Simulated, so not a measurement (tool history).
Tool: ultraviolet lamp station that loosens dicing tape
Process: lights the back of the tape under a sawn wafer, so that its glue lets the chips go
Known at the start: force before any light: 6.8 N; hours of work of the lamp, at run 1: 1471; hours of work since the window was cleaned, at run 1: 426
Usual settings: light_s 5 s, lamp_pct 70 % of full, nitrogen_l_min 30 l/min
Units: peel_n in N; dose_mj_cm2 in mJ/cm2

run,day,light_s,lamp_pct,nitrogen_l_min,hours of work of the lamp,hours of work since the window was cleaned,peel_n,dose_mj_cm2
1,0,5,70,30,1471,426,0.951,379
2,3.417,5,92,30,1530,485,0.544,500
# day 4.875: window cleaned of glue's vapour
3,7.021,5,92,30,1592,37,0.546,499
4,8.988,5,70,30,1626,71,0.937,380
5,11.983,5,70,30,1678,123,0.96,381
6,15.862,5,70,30,1744,190,0.949,381
7,19.671,5,70,30,1810,255,0.921,377
# day 20.025: lamp changed
8,23.692,5,62,30,63,324,1.166,339
9,25.562,2,91,37,96,356,2.215,198
10,27.758,5,87,13,133,394,1.22,471
11,31.288,5,75,30,194,455,0.842,411
12,33.188,5,74,13,227,488,1.572,403
# day 34.425: window cleaned of glue's vapour
13,35.133,4,83,13,260,12,1.729,361
14,38.012,3,70,30,310,62,2.033,224
15,41.108,3,70,18,363,115,2.62,234

Forecast each of these 4 alternatives for the next run:
A,43.121,5,62,19,398,150,?,?
B,43.121,5,82,32,398,150,?,?
C,43.121,3,63,52,398,150,?,?
D,43.121,3,70,30,398,150,?,?

run,peel_n,dose_mj_cm2
A,1.572,340
B,0.669,441
C,1.832,207
D,2.011,227
Without the tool's hidden state the same runs would have given:
run,peel_n,dose_mj_cm2
A,1.569,341
B,0.667,441
C,1.828,207
D,2.007,227

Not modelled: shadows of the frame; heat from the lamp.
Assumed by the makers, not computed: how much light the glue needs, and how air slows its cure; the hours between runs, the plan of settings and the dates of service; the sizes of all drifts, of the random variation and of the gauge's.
